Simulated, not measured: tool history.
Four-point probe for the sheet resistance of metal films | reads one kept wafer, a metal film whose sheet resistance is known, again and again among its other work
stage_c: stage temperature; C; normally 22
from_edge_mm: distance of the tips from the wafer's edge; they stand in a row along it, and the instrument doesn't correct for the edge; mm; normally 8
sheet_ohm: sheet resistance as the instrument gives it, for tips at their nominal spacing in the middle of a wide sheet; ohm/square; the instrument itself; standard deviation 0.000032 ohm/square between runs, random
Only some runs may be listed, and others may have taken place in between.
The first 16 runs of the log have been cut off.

run	hour	stage_c	from_edge_mm	sheet_ohm
17	1442.8	22	8	0.157775
# hour 1475.9: stage's thermometer calibrated
18	1542.3	31	66	0.154655
19	1615.2	28	5	0.16017
20	1724.4	28	5	0.160202
21	1817.6	22	9	0.157409
22	1938.3	18	37	0.156319
23	1993.5	22	5	0.160953
24	2045.6	22	5	0.160949

Run 25 comes next. What will it give?
25	2126.9	26	5	?

For run 25 the tool returned sheet_ohm 0.160422 ohm/square.
Were there no unlogged condition in the tool, this run, its random variation unchanged, would have produced sheet_ohm 0.160439 ohm/square.
